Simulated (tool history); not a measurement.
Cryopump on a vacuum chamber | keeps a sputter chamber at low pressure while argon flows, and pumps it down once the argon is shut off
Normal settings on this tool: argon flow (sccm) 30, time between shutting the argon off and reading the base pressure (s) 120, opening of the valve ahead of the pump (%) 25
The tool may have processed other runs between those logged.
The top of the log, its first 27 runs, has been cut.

run,hour,argon flow (sccm),time between shutting the argon off and reading the base pressure (s),opening of the valve ahead of the pump (%),hours of work since the pump was warmed up and emptied,hours of work since the cold head was overhauled,hours of work since the chamber's fittings were tightened,pressure while argon flows (Pa),pressure after the wait (uPa)
28,330.0,48,89,17,426,426,1884,0.2077,1.59
29,345.8,48,46,38,440,440,1898,0.1015,2.22
30,357.4,48,46,21,450,450,1908,0.1726,2.30
31,366.2,57,286,35,457,457,1916,0.1307,1.21
32,379.3,57,49,16,469,469,1927,0.2661,2.28
33,387.4,57,49,16,476,476,1934,0.2645,2.25
34,399.4,57,49,16,486,486,1944,0.2664,2.23
35,407.6,54,120,48,493,493,1952,0.0977,1.53

What if the next run were any one of these 3? Each begins from the tool's condition after run 35:
A,421.7,54,237,48,506,506,1964,?,?
B,421.7,30,139,27,506,506,1964,?,?
C,421.7,30,120,24,506,506,1964,?,?

run,pressure while argon flows (Pa),pressure after the wait (uPa)
A,0.0963,1.30
B,0.0885,1.50
C,0.0981,1.52
Without the tool's hidden state the same runs would have given:
run,pressure while argon flows (Pa),pressure after the wait (uPa)
A,0.0767,0.39
B,0.0775,0.60
C,0.0871,0.64
